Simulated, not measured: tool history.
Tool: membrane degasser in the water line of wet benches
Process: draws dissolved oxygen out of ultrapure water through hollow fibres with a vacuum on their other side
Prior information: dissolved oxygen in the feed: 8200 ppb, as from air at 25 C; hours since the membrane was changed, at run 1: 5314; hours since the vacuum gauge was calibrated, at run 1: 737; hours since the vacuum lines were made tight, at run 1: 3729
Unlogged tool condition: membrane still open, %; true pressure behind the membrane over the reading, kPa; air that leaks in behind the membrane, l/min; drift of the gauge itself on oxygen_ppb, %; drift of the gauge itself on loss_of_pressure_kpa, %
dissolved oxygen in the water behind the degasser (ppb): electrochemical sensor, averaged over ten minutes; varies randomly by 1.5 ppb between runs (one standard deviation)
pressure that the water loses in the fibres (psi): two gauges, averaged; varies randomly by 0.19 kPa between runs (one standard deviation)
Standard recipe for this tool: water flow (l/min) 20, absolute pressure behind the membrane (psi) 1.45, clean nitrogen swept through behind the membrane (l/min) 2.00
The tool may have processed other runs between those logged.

run,hour,water flow (l/min),absolute pressure behind the membrane (psi),clean nitrogen swept through behind the membrane (l/min),hours since the membrane was changed,hours since the vacuum gauge was calibrated,hours since the vacuum lines were made tight,dissolved oxygen in the water behind the degasser (ppb),pressure that the water loses in the fibres (psi)
1,0.0,20,1.45,2.00,5314,737,3729,194.5,5.529
2,123.9,20,1.45,2.00,5438,861,3852,193.0,5.545
3,228.8,20,1.45,2.00,5543,966,3957,194.5,5.545
4,328.4,20,1.45,2.00,5642,1066,4057,193.9,5.568
5,475.1,20,1.45,2.00,5789,1212,4204,196.9,5.562
6,563.9,20,1.45,2.00,5878,1301,4292,196.9,5.538
7,673.3,20,1.45,2.00,5987,1411,4402,194.7,5.561
8,756.7,20,1.45,2.00,6071,1494,4485,195.2,5.584
9,879.6,20,1.45,2.00,6193,1617,4608,197.2,5.580
10,965.8,20,1.45,2.00,6280,1703,4694,196.4,5.607
11,1026.1,20,1.45,2.00,6340,1763,4755,196.8,5.641
12,1109.9,20,1.45,2.00,6424,1847,4838,197.5,5.546
13,1198.0,20,1.45,2.00,6512,1935,4927,195.0,5.622
14,1313.0,20,1.45,2.00,6627,2050,5042,197.4,5.594
15,1448.2,20,1.45,2.00,6762,2186,5177,199.1,5.606
16,1514.2,26,1.45,1.20,6828,2252,5243,421.8,7.281
17,1579.4,26,1.45,1.20,6893,2317,5308,423.4,7.319
18,1693.2,31,2.29,3.16,7007,2431,5422,493.9,8.752
19,1785.9,31,2.58,3.16,7100,2523,5514,529.5,8.744

What will run 20 give?
20,1867.5,16,3.02,2.00,7181,2605,5596,?,?

dissolved oxygen in the water behind the degasser (ppb): 350.4
pressure that the water loses in the fibres (psi): 4.495
Without the tool's hidden state the same run would have given dissolved oxygen in the water behind the degasser (ppb) 339.5, pressure that the water loses in the fibres (psi) 4.251.

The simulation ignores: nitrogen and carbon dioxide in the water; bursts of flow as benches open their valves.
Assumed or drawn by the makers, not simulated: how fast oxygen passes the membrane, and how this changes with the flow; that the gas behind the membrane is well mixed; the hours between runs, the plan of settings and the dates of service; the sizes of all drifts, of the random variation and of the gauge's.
